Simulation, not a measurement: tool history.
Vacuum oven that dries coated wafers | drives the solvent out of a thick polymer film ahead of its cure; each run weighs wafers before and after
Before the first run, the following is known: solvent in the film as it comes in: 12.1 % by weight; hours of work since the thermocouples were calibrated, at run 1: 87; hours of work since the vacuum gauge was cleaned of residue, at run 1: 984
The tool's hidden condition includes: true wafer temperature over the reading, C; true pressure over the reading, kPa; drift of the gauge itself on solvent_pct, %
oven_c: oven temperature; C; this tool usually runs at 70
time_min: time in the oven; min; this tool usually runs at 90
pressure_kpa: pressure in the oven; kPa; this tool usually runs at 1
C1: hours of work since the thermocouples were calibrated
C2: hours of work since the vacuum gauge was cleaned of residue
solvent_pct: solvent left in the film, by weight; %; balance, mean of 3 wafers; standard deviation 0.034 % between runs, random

Run 1, hour 0: usual settings; C1 87; C2 984. Result: solvent_pct 1.37 %.
Run 2, hour 29.9: usual settings; C1 101; C2 999. Result: solvent_pct 1.34 %.
Run 3, hour 67.3: usual settings; C1 119; C2 1017. Result: solvent_pct 1.29 %.
Run 4, hour 96.5: usual settings; C1 133; C2 1031. Result: solvent_pct 1.37 %.
Run 5, hour 138.8: usual settings; C1 154; C2 1051. Result: solvent_pct 1.36 %.
Run 6, hour 162.7: usual settings; C1 165; C2 1063. Result: solvent_pct 1.38 %.
Run 7, hour 210.5: usual settings; C1 188; C2 1086. Result: solvent_pct 1.34 %.
Run 8, hour 261: usual settings but time_min 58 min; C1 212; C2 1110. Result: solvent_pct 2.54 %.
Run 9, hour 284.4: usual settings but time_min 58 min; C1 224; C2 1121. Result: solvent_pct 2.58 %.
Run 10, hour 324.6: usual settings but time_min 58 min; C1 243; C2 1141. Result: solvent_pct 2.57 %.
Run 11, hour 352.9: usual settings but time_min 58 min; C1 257; C2 1154. Result: solvent_pct 2.54 %.
Run 12, hour 399.3: usual settings but oven_c 57 C, time_min 58 min, pressure_kpa 0.79 kPa; C1 279; C2 1177. Result: solvent_pct 5.93 %.
Run 13, hour 436.7: usual settings but oven_c 79 C, time_min 47 min; C1 297; C2 1195. Result: solvent_pct 1.2 %.
Run 14, hour 478: usual settings but oven_c 79 C, time_min 47 min; C1 317; C2 1215. Result: solvent_pct 1.2 %.
Run 15, hour 510.1: usual settings but oven_c 79 C, time_min 82 min, pressure_kpa 2.16 kPa; C1 332; C2 1230. Result: solvent_pct 0.6 %.
Run 16, hour 561.4: usual settings but oven_c 56 C, time_min 122 min, pressure_kpa 2.16 kPa; C1 357; C2 1255. Result: solvent_pct 4.26 %.
Run 17, hour 605.8: usual settings but oven_c 82 C, time_min 122 min, pressure_kpa 3.54 kPa; C1 378; C2 1276. Result: solvent_pct 0.68 %.
Run 18, hour 648.3: usual settings but oven_c 69 C, time_min 61 min, pressure_kpa 1.28 kPa; C1 399; C2 1297. Result: solvent_pct 2.61 %.

For some of the steps in solvent_pct from one run to the next: how much would appear even if the tool had no hidden state, given the settings, what came in and random variation, and how much remains for the hidden state plus any gauge scatter that the measured result and the result without hidden state don't share?
Run 12 -> 13: oven_c 57 -> 79, time_min 58 -> 47, pressure_kpa 0.79 -> 1. solvent_pct -4.73 %: hidden state +0, all else -4.73.
Run 17 -> 18: oven_c 82 -> 69, time_min 122 -> 61, pressure_kpa 3.54 -> 1.28. solvent_pct +1.93 %: hidden state -0.09, all else +2.02.

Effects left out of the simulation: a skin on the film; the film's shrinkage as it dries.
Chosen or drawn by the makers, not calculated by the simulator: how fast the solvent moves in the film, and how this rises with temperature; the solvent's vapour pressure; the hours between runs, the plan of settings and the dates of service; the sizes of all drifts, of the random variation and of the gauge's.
